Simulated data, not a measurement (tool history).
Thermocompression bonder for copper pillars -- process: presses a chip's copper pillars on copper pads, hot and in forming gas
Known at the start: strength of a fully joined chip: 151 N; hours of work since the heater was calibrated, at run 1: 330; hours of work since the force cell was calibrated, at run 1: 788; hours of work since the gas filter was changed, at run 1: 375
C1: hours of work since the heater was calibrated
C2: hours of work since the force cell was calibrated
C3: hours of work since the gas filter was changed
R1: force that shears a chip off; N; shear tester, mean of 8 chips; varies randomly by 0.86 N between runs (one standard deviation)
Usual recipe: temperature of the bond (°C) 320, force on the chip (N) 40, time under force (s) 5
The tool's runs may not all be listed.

run 1 hour=0 | temperature_of_the_bond_(°C)=320 force_on_the_chip_(N)=40 time_under_force_(s)=5 | C1=330 C2=788 C3=375 | R1=67.5
run 2 hour=15 | temperature_of_the_bond_(°C)=320 force_on_the_chip_(N)=40 time_under_force_(s)=5 | C1=341 C2=800 C3=386 | R1=67.9
run 3 hour=23.6 | temperature_of_the_bond_(°C)=320 force_on_the_chip_(N)=40 time_under_force_(s)=5 | C1=348 C2=807 C3=393 | R1=68.4
run 4 hour=33.7 | temperature_of_the_bond_(°C)=320 force_on_the_chip_(N)=28 time_under_force_(s)=5 | C1=356 C2=814 C3=401 | R1=47.1
run 5 hour=45.2 | temperature_of_the_bond_(°C)=320 force_on_the_chip_(N)=40 time_under_force_(s)=10 | C1=364 C2=823 C3=410 | R1=83.9
run 6 hour=52.7 | temperature_of_the_bond_(°C)=320 force_on_the_chip_(N)=40 time_under_force_(s)=5 | C1=370 C2=829 C3=415 | R1=67.1
run 7 hour=60.4 | temperature_of_the_bond_(°C)=320 force_on_the_chip_(N)=44 time_under_force_(s)=5 | C1=376 C2=835 C3=421 | R1=73.8
run 8 hour=75.1 | temperature_of_the_bond_(°C)=320 force_on_the_chip_(N)=40 time_under_force_(s)=15 | C1=388 C2=846 C3=433 | R1=93.9
-- hour=84.4 forming gas filter changed
run 9 hour=85.8 | temperature_of_the_bond_(°C)=320 force_on_the_chip_(N)=40 time_under_force_(s)=15 | C1=395 C2=854 C3=1 | R1=104.5
run 10 hour=92.6 | temperature_of_the_bond_(°C)=320 force_on_the_chip_(N)=40 time_under_force_(s)=15 | C1=401 C2=859 C3=6 | R1=105.1
run 11 hour=106.9 | temperature_of_the_bond_(°C)=320 force_on_the_chip_(N)=40 time_under_force_(s)=15 | C1=412 C2=870 C3=17 | R1=104.5
run 12 hour=121.6 | temperature_of_the_bond_(°C)=320 force_on_the_chip_(N)=40 time_under_force_(s)=5 | C1=423 C2=882 C3=29 | R1=74.2
run 13 hour=135 | temperature_of_the_bond_(°C)=320 force_on_the_chip_(N)=40 time_under_force_(s)=6 | C1=433 C2=892 C3=39 | R1=78.1
run 14 hour=143.3 | temperature_of_the_bond_(°C)=344 force_on_the_chip_(N)=40 time_under_force_(s)=6 | C1=440 C2=899 C3=45 | R1=94.5
run 15 hour=155.1 | temperature_of_the_bond_(°C)=344 force_on_the_chip_(N)=40 time_under_force_(s)=6 | C1=449 C2=908 C3=55 | R1=95.8
run 16 hour=164.1 | temperature_of_the_bond_(°C)=344 force_on_the_chip_(N)=40 time_under_force_(s)=6 | C1=456 C2=915 C3=62 | R1=96.4
run 17 hour=176.8 | temperature_of_the_bond_(°C)=320 force_on_the_chip_(N)=24 time_under_force_(s)=5 | C1=466 C2=924 C3=71 | R1=43
run 18 hour=184.4 | temperature_of_the_bond_(°C)=320 force_on_the_chip_(N)=49 time_under_force_(s)=5 | C1=472 C2=930 C3=77 | R1=91.6
run 19 hour=198.6 | temperature_of_the_bond_(°C)=320 force_on_the_chip_(N)=49 time_under_force_(s)=5 | C1=482 C2=941 C3=88 | R1=88.4
run 20 hour=209.9 | temperature_of_the_bond_(°C)=318 force_on_the_chip_(N)=40 time_under_force_(s)=5 | C1=491 C2=950 C3=97 | R1=72.3
run 21 hour=218.8 | temperature_of_the_bond_(°C)=320 force_on_the_chip_(N)=52 time_under_force_(s)=11 | C1=498 C2=957 C3=104 | R1=112.9
-- hour=221 force cell calibrated
run 22 hour=231.5 | temperature_of_the_bond_(°C)=320 force_on_the_chip_(N)=52 time_under_force_(s)=11 | C1=507 C2=8 C3=112 | R1=114.3
run 23 hour=244.7 | temperature_of_the_bond_(°C)=320 force_on_the_chip_(N)=55 time_under_force_(s)=5 | C1=517 C2=18 C3=123 | R1=99
-- hour=259.8 force cell calibrated, once more
run 24 hour=261.1 | temperature_of_the_bond_(°C)=320 force_on_the_chip_(N)=47 time_under_force_(s)=6 | C1=528 C2=1 C3=134 | R1=86.8
run 25 hour=269.2 | temperature_of_the_bond_(°C)=342 force_on_the_chip_(N)=41 time_under_force_(s)=8 | C1=535 C2=7 C3=140 | R1=100
run 26 hour=275.9 | temperature_of_the_bond_(°C)=320 force_on_the_chip_(N)=40 time_under_force_(s)=12 | C1=540 C2=12 C3=145 | R1=93.1
run 27 hour=286.4 | temperature_of_the_bond_(°C)=320 force_on_the_chip_(N)=40 time_under_force_(s)=12 | C1=548 C2=21 C3=154 | R1=94.8
run 28 hour=299 | temperature_of_the_bond_(°C)=320 force_on_the_chip_(N)=40 time_under_force_(s)=12 | C1=558 C2=30 C3=163 | R1=94.2
run 29 hour=312.8 | temperature_of_the_bond_(°C)=320 force_on_the_chip_(N)=40 time_under_force_(s)=3 | C1=568 C2=41 C3=174 | R1=58.8
run 30 hour=322 | temperature_of_the_bond_(°C)=320 force_on_the_chip_(N)=35 time_under_force_(s)=3 | C1=575 C2=48 C3=181 | R1=48.7
run 31 hour=331.7 | temperature_of_the_bond_(°C)=310 force_on_the_chip_(N)=33 time_under_force_(s)=5 | C1=583 C2=56 C3=189 | R1=51
run 32 hour=341.9 | temperature_of_the_bond_(°C)=310 force_on_the_chip_(N)=25 time_under_force_(s)=14 | C1=591 C2=63 C3=196 | R1=56.1
run 33 hour=353.1 | temperature_of_the_bond_(°C)=322 force_on_the_chip_(N)=51 time_under_force_(s)=5 | C1=599 C2=72 C3=205 | R1=90
run 34 hour=368 | temperature_of_the_bond_(°C)=296 force_on_the_chip_(N)=30 time_under_force_(s)=5 | C1=611 C2=84 C3=217 | R1=39.8
run 35 hour=379.2 | temperature_of_the_bond_(°C)=310 force_on_the_chip_(N)=28 time_under_force_(s)=10 | C1=620 C2=92 C3=225 | R1=56.4
run 36 hour=394.4 | temperature_of_the_bond_(°C)=343 force_on_the_chip_(N)=47 time_under_force_(s)=6 | C1=631 C2=104 C3=237 | R1=101.6
run 37 hour=410.1 | temperature_of_the_bond_(°C)=343 force_on_the_chip_(N)=47 time_under_force_(s)=6 | C1=643 C2=116 C3=249 | R1=98.4
run 38 hour=422.9 | temperature_of_the_bond_(°C)=343 force_on_the_chip_(N)=47 time_under_force_(s)=6 | C1=653 C2=126 C3=259 | R1=100.6

Each run again, without the hidden state but with its own random variation kept:
Hidden conditions of the tool in this case: true temperature of the bond over the reading, C; force that reaches the chip, % of what is set; oxide that the forming gas leaves, % of the face; drift of the gauge itself on shear_n, %.
run=1 R1=70.4
run=2 R1=71
run=3 R1=71.5
run=4 R1=48.9
run=5 R1=88.9
run=6 R1=70.6
run=7 R1=77.9
run=8 R1=100.3
run=9 R1=99.9
run=10 R1=100.6
run=11 R1=100.1
run=12 R1=70.2
run=13 R1=74.1
run=14 R1=90.6
run=15 R1=92.1
run=16 R1=92.7
run=17 R1=40.3
run=18 R1=87.9
run=19 R1=84.9
run=20 R1=68.9
run=21 R1=110.6
run=22 R1=111.4
run=23 R1=95.3
run=24 R1=87.1
run=25 R1=101.1
run=26 R1=93.9
run=27 R1=95.7
run=28 R1=95.2
run=29 R1=58.9
run=30 R1=48.8
run=31 R1=51.1
run=32 R1=56.3
run=33 R1=91.5
run=34 R1=39.9
run=35 R1=56.9
run=36 R1=104.6
run=37 R1=101.5
run=38 R1=103.9
